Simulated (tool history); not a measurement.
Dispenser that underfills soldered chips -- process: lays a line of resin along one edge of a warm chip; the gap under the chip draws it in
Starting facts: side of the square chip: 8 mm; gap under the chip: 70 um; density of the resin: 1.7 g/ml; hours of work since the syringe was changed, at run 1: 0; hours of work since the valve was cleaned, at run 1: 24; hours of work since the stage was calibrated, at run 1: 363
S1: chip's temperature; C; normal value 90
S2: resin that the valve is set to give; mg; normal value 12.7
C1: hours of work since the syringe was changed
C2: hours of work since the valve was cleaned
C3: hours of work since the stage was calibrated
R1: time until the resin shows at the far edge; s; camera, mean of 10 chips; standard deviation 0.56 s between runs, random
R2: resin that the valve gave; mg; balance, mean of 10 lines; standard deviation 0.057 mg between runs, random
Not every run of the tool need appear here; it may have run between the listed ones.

run 1 hour=0 | S1=90 S2=12.7 | C1=0 C2=24 C3=363 | R1=43 R2=12.43
run 2 hour=6.7 | S1=94 S2=12.7 | C1=5 C2=28 C3=368 | R1=51.9 R2=12.36
-- hour=12.2 new syringe of resin
run 3 hour=20.4 | S1=94 S2=12 | C1=6 C2=38 C3=377 | R1=57.9 R2=11.62
-- hour=25.4 new syringe of resin
run 4 hour=28.5 | S1=90 S2=12.7 | C1=2 C2=43 C3=383 | R1=51.7 R2=12.18
-- hour=37.8 new syringe of resin
run 5 hour=42.4 | S1=90 S2=12.7 | C1=3 C2=53 C3=392 | R1=55.3 R2=12.06
-- hour=50.2 dispensing valve cleaned and set on the balance
run 6 hour=50.2 | S1=90 S2=12.7 | C1=8 C2=0 C3=397 | R1=82.7 R2=12.64
-- hour=51.5 new syringe of resin
run 7 hour=58.8 | S1=80 S2=12.7 | C1=5 C2=6 C3=403 | R1=102.7 R2=12.76
-- hour=65 new syringe of resin
run 8 hour=65.1 | S1=80 S2=12.7 | C1=0 C2=10 C3=407 | R1=70.2 R2=12.51
run 9 hour=75.8 | S1=80 S2=12.7 | C1=8 C2=18 C3=415 | R1=128.8 R2=12.51
-- hour=78.6 new syringe of resin
run 10 hour=83.8 | S1=80 S2=12.7 | C1=4 C2=23 C3=420 | R1=92.9 R2=12.44
-- hour=91.3 new syringe of resin
run 11 hour=96.2 | S1=80 S2=12.7 | C1=3 C2=31 C3=429 | R1=90.1 R2=12.32
-- hour=104.5 new syringe of resin
run 12 hour=107.9 | S1=80 S2=12.7 | C1=2 C2=39 C3=437 | R1=83 R2=12.26
run 13 hour=114.8 | S1=80 S2=12.7 | C1=7 C2=44 C3=441 | R1=123.6 R2=12.16
-- hour=117.6 new syringe of resin
run 14 hour=122.1 | S1=94 S2=13.4 | C1=3 C2=49 C3=446 | R1=44.9 R2=12.75
run 15 hour=129.5 | S1=80 S2=12.8 | C1=8 C2=54 C3=451 | R1=131.4 R2=12.15
-- hour=130.7 new syringe of resin
-- hour=134.9 dispensing valve cleaned and set on the balance
run 16 hour=142 | S1=84 S2=12.4 | C1=7 C2=5 C3=459 | R1=98.9 R2=12.29
-- hour=144.2 new syringe of resin
run 17 hour=152.3 | S1=99 S2=15.6 | C1=6 C2=12 C3=466 | R1=44.5 R2=15.43
-- hour=157.1 new syringe of resin
run 18 hour=163 | S1=104 S2=13.5 | C1=4 C2=19 C3=474 | R1=30.7 R2=13.35
-- hour=170.6 new syringe of resin
run 19 hour=174.5 | S1=83 S2=14.2 | C1=3 C2=27 C3=481 | R1=73.8 R2=13.85
-- hour=184.2 new syringe of resin
run 20 hour=189 | S1=83 S2=14.2 | C1=3 C2=37 C3=491 | R1=75.4 R2=13.79
-- hour=197.3 new syringe of resin
run 21 hour=200.8 | S1=83 S2=14.2 | C1=2 C2=45 C3=500 | R1=69.8 R2=13.65
run 22 hour=207.4 | S1=104 S2=10.9 | C1=7 C2=50 C3=504 | R1=40.4 R2=10.44
-- hour=210.2 new syringe of resin
-- hour=219.5 dispensing valve cleaned and set on the balance
run 23 hour=223.2 | S1=104 S2=10.9 | C1=8 C2=3 C3=514 | R1=44.7 R2=10.9
-- hour=224.8 new syringe of resin
-- hour=237.8 new syringe of resin
run 24 hour=238.4 | S1=89 S2=12.7 | C1=0 C2=13 C3=525 | R1=44.3 R2=12.49
run 25 hour=248.8 | S1=93 S2=12.7 | C1=8 C2=20 C3=532 | R1=66.8 R2=12.53

Measured result minus the same run's result without the hidden state. Both carry the same run-to-run variation, though not necessarily the same gauge scatter:
What the log doesn't record here: resin's viscosity, % of fresh resin's; dose that the valve gives, % of what is set; true chip temperature over the reading, C; drift of the gauge itself on fill_s, %; drift of the gauge itself on given_mg, %.
run=1 R1=-4.4 R2=-0.32
run=2 R1=+13.2 R2=-0.37
run=3 R1=+17.5 R2=-0.45
run=4 R1=+4 R2=-0.54
run=5 R1=+8.3 R2=-0.64
run=6 R1=+34.8 R2=+0.02
run=7 R1=+26.2 R2=-0.06
run=8 R1=-7.2 R2=-0.1
run=9 R1=+52.5 R2=-0.18
run=10 R1=+15.2 R2=-0.24
run=11 R1=+12.9 R2=-0.34
run=12 R1=+6.1 R2=-0.43
run=13 R1=+47.1 R2=-0.48
run=14 R1=+5.7 R2=-0.58
run=15 R1=+55.8 R2=-0.61
run=16 R1=+36.3 R2=-0.06
run=17 R1=+13.1 R2=-0.17
run=18 R1=+5.8 R2=-0.23
run=19 R1=+6.1 R2=-0.35
run=20 R1=+9.7 R2=-0.48
run=21 R1=+3.8 R2=-0.57
run=22 R1=+15 R2=-0.48
run=23 R1=+18.7 R2=-0.03
run=24 R1=-5.1 R2=-0.15
run=25 R1=+26.2 R2=-0.23

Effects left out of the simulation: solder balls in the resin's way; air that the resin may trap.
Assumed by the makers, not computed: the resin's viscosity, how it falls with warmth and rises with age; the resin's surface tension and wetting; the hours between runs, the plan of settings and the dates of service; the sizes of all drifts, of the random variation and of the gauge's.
